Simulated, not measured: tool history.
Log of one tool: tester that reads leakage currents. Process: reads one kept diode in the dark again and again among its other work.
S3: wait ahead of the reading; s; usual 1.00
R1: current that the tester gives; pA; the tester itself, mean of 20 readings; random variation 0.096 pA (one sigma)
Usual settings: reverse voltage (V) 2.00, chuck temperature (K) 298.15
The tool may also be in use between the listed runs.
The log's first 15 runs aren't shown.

{"run": 16, "hour": 994.2, "reverse voltage (V)": 3.16, "chuck temperature (K)": 298.15, "S3": 0.65, "R1": 33.98}
{"run": 17, "hour": 1042.9, "reverse voltage (V)": 3.16, "chuck temperature (K)": 298.15, "S3": 0.65, "R1": 33.85}
{"run": 18, "hour": 1091.6, "reverse voltage (V)": 1.34, "chuck temperature (K)": 302.15, "S3": 0.81, "R1": 27.52}
{"run": 19, "hour": 1148.9, "reverse voltage (V)": 1.34, "chuck temperature (K)": 302.15, "S3": 0.81, "R1": 27.33}
{"run": 20, "hour": 1192.2, "reverse voltage (V)": 2.23, "chuck temperature (K)": 298.15, "S3": 0.4, "R1": 27.45}
{"run": 21, "hour": 1254.0, "reverse voltage (V)": 2.17, "chuck temperature (K)": 296.15, "S3": 6.91, "R1": 22.87}
{"run": 22, "hour": 1321.2, "reverse voltage (V)": 17.47, "chuck temperature (K)": 298.15, "S3": 1.34, "R1": 87.64}
{"hour": 1337.3, "done": "chuck's temperature calibrated"}
{"run": 23, "hour": 1398.1, "reverse voltage (V)": 3.56, "chuck temperature (K)": 329.15, "S3": 2.13, "R1": 308.57}
{"run": 24, "hour": 1454.0, "reverse voltage (V)": 3.56, "chuck temperature (K)": 329.15, "S3": 2.13, "R1": 306.33}
{"run": 25, "hour": 1514.3, "reverse voltage (V)": 3.56, "chuck temperature (K)": 315.15, "S3": 2.13, "R1": 124.44}
{"run": 26, "hour": 1611.7, "reverse voltage (V)": 3.56, "chuck temperature (K)": 315.15, "S3": 2.13, "R1": 123.16}
{"run": 27, "hour": 1673.4, "reverse voltage (V)": 3.56, "chuck temperature (K)": 315.15, "S3": 2.13, "R1": 121.81}
{"run": 28, "hour": 1729.7, "reverse voltage (V)": 3.56, "chuck temperature (K)": 315.15, "S3": 2.13, "R1": 120.93}
{"run": 29, "hour": 1801.1, "reverse voltage (V)": 2.12, "chuck temperature (K)": 312.15, "S3": 1.95, "R1": 73.87}
{"run": 30, "hour": 1845.7, "reverse voltage (V)": 3.95, "chuck temperature (K)": 298.15, "S3": 0.79, "R1": 39.38}
{"run": 31, "hour": 1887.9, "reverse voltage (V)": 2.0, "chuck temperature (K)": 308.15, "S3": 8.73, "R1": 53.64}
{"run": 32, "hour": 1985.7, "reverse voltage (V)": 1.79, "chuck temperature (K)": 296.15, "S3": 1.97, "R1": 21.28}
{"hour": 2018.3, "done": "probe card cleaned and baked"}
{"run": 33, "hour": 2055.1, "reverse voltage (V)": 1.79, "chuck temperature (K)": 303.15, "S3": 1.31, "R1": 33.92}
{"run": 34, "hour": 2109.3, "reverse voltage (V)": 8.79, "chuck temperature (K)": 331.15, "S3": 0.53, "R1": 527.48}

Forecast each of these 3 alternatives for the next run:
{"run": "A", "hour": 2206.6, "reverse voltage (V)": 8.79, "chuck temperature (K)": 300.15, "S3": 0.53, "R1": "?"}
{"run": "B", "hour": 2206.6, "reverse voltage (V)": 5.3, "chuck temperature (K)": 307.15, "S3": 8.1, "R1": "?"}
{"run": "C", "hour": 2206.6, "reverse voltage (V)": 5.95, "chuck temperature (K)": 296.15, "S3": 3.07, "R1": "?"}

run=A R1=65.32
run=B R1=80.66
run=C R1=38.20
Without the tool's hidden state the same runs would have given:
run=A R1=71.86
run=B R1=88.68
run=C R1=42.23
